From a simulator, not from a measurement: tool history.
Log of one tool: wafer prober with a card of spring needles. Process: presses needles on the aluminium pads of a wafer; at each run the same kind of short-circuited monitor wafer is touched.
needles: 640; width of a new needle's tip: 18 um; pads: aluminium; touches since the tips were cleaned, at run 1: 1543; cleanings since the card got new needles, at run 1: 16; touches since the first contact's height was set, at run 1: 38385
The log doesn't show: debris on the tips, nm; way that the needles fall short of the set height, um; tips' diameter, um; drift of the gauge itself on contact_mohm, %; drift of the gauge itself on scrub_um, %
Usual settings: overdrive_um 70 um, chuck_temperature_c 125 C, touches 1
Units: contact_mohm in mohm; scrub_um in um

run   hour  overdrive_um  chuck_temperature_c  touches  touches since the tips were cleaned  cleanings since the card got new needles  touches since the first contact's height was set  contact_mohm  scrub_um
  1    0.0            70                  125        1                                 1543                                        16                                             38385           210     10.57
       5.0  -- tips cleaned on abrasive film
  2   11.0            70                  125        1                                 1017                                        17                                             40222           212     10.54
      19.8  -- tips cleaned on abrasive film
  3   19.9            70                  125        1                                   10                                        18                                             41706           212     10.53
      34.0  -- tips cleaned on abrasive film
  4   34.3            70                  125        1                                   46                                        19                                             44122           210     10.54
  5   44.5            70                  125        1                                 1768                                        19                                             45844           211     10.70
      48.1  -- tips cleaned on abrasive film
  6   53.0            70                   46        1                                  821                                        20                                             47258           193     10.73
  7   60.0            70                   46        1                                 2008                                        20                                             48445           192     10.68
      62.5  -- tips cleaned on abrasive film
  8   67.9            87                   46        1                                  914                                        21                                             49765           188     13.14
      76.2  -- tips cleaned on abrasive film
  9   78.0            87                   46        1                                  309                                        22                                             51446           192     13.24
      90.3  -- tips cleaned on abrasive film
 10   94.8            87                   46        1                                  768                                        23                                             54274           192     13.19
     104.4  -- tips cleaned on abrasive film
 11  104.4            87                   46        1                                    6                                        24                                             55874           191     13.23
     119.0  -- tips cleaned on abrasive film
 12  119.6            87                   46        1                                  106                                        25                                             58426           193     13.13
 13  127.8            70                  125        1                                 1477                                        25                                             59797           207     10.47
     132.4  -- tips cleaned on abrasive film
 14  140.3            70                  125        1                                 1321                                        26                                             61890           209     10.58
     146.3  -- tips cleaned on abrasive film
 15  152.2            75                   68        1                                  995                                        27                                             63878           197     11.38
     159.6  -- tips cleaned on abrasive film
 16  166.7            63                   28        2                                 1197                                        28                                             66319           187      9.36
     174.2  -- tips cleaned on abrasive film
 17  179.7            63                   28        2                                  938                                        29                                             68499           191      9.51
     188.1  -- tips cleaned on abrasive film
 18  193.1            54                   87        2                                  836                                        30                                             70732           211      8.21
     201.6  -- tips cleaned on abrasive film
 19  207.5            54                   87        2                                 1001                                        31                                             73149           209      8.10
     216.1  -- tips cleaned on abrasive film
 20  217.0            86                   53        2                                  152                                        32                                             74736           191     13.07
 21  224.9            68                   30        1                                 1487                                        32                                             76071           192     10.22
     229.7  -- tips cleaned on abrasive film
 22  239.6            68                   30        1                                 1665                                        33                                             78532           193     10.31
     244.1  -- tips cleaned on abrasive film
 23  253.9            68                   30        1                                 1665                                        34                                             80936           191     10.24
     257.9  -- tips cleaned on abrasive film
 24  262.1            54                   66        1                                  708                                        35                                             82292           206      8.12
     272.0  -- tips cleaned on abrasive film
 25  278.8            72                   27        3                                 1159                                        36                                             85105           188     10.85
     285.8  -- tips cleaned on abrasive film
 26  293.7            70                   57        2                                 1340                                        37                                             87603           198     10.54
     299.6  -- tips cleaned on abrasive film
 27  311.0            88                  105        1                                 1926                                        38                                             90509           205     13.15

4 ways to go on from here, each from the tool as it stands after run 27. What would each give?
     313.7  -- tips cleaned on abrasive film
  A  318.5            51                   64        2                                  818                                        39                                             91757             ?         ?
     313.7  -- tips cleaned on abrasive film
  B  318.5            53                   66        2                                  818                                        39                                             91757             ?         ?
     313.7  -- tips cleaned on abrasive film
  C  318.5            66                  125        1                                  818                                        39                                             91757             ?         ?
     313.7  -- tips cleaned on abrasive film
  D  318.5            55                   80        1                                  818                                        39                                             91757             ?         ?

run  contact_mohm  scrub_um
  A           205      7.72
  B           204      7.94
  C           214      9.93
  D           204      8.37
Without the tool's hidden state the same runs would have given:
run  contact_mohm  scrub_um
  A           205      7.73
  B           204      7.95
  C           214      9.93
  D           204      8.37
